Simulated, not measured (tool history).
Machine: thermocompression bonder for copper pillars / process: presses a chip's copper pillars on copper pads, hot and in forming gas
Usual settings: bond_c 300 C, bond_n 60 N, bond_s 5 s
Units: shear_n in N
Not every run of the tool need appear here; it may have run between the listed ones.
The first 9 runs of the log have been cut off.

| run | hour | bond_c | bond_n | bond_s | hours of work since the heater was calibrated | hours of work since the force cell was calibrated | hours of work since the gas filter was changed | shear_n |
|---|---|---|---|---|---|---|---|---|
| 10 | 338.9 | 300 | 60 | 5 | 510 | 297 | 51 | 83.5 |
| 11 | 371.5 | 300 | 60 | 5 | 534 | 321 | 75 | 81.1 |
| 12 | 415.3 | 300 | 75 | 5 | 565 | 352 | 106 | 91.2 |
|  | 437.7 | forming gas filter changed |
| 13 | 452.2 | 300 | 60 | 5 | 591 | 379 | 10 | 86.1 |
| 14 | 484.8 | 300 | 60 | 5 | 615 | 402 | 34 | 83.3 |
| 15 | 522.7 | 300 | 42 | 5 | 642 | 429 | 61 | 61.0 |
| 16 | 544.7 | 300 | 42 | 5 | 658 | 445 | 77 | 59.4 |
| 17 | 568.2 | 300 | 42 | 5 | 675 | 462 | 94 | 57.1 |
| 18 | 601.0 | 300 | 42 | 5 | 698 | 486 | 117 | 57.3 |
|  | 610.9 | forming gas filter changed |
| 19 | 631.6 | 292 | 42 | 5 | 720 | 507 | 15 | 57.9 |
| 20 | 677.1 | 292 | 42 | 5 | 753 | 540 | 48 | 55.6 |
| 21 | 712.3 | 300 | 70 | 5 | 778 | 565 | 73 | 87.9 |
| 22 | 746.1 | 300 | 70 | 5 | 802 | 590 | 97 | 85.5 |
|  | 780.5 | forming gas filter changed |
| 23 | 783.7 | 300 | 60 | 4 | 829 | 616 | 2 | 77.7 |
| 24 | 826.7 | 300 | 60 | 5 | 860 | 647 | 33 | 82.1 |
| 25 | 866.2 | 301 | 60 | 3 | 888 | 676 | 62 | 67.5 |
| 26 | 899.5 | 300 | 58 | 10 | 912 | 700 | 86 | 94.6 |
| 27 | 928.3 | 285 | 57 | 6 | 933 | 720 | 106 | 65.7 |
|  | 951.2 | forming gas filter changed |
| 28 | 979.0 | 287 | 60 | 6 | 969 | 757 | 20 | 75.7 |
| 29 | 1006.9 | 287 | 60 | 6 | 989 | 777 | 40 | 73.8 |
| 30 | 1031.5 | 316 | 64 | 9 | 1007 | 794 | 58 | 111.2 |
| 31 | 1081.1 | 316 | 76 | 9 | 1043 | 830 | 93 | 117.4 |
| 32 | 1106.6 | 300 | 60 | 5 | 1061 | 848 | 112 | 74.1 |

Estimate the outcome of run 33 from the log above:
|  | 1111.7 | force cell calibrated |
|  | 1122.8 | forming gas filter changed |
| 33 | 1148.1 | 300 | 60 | 7 | 1089 | 26 | 18 | ? |

{"run 33": {"shear_n": 94.8}}
With the hidden condition absent and the run-to-run variation left alone, this run would have shown shear_n 100.5 N.

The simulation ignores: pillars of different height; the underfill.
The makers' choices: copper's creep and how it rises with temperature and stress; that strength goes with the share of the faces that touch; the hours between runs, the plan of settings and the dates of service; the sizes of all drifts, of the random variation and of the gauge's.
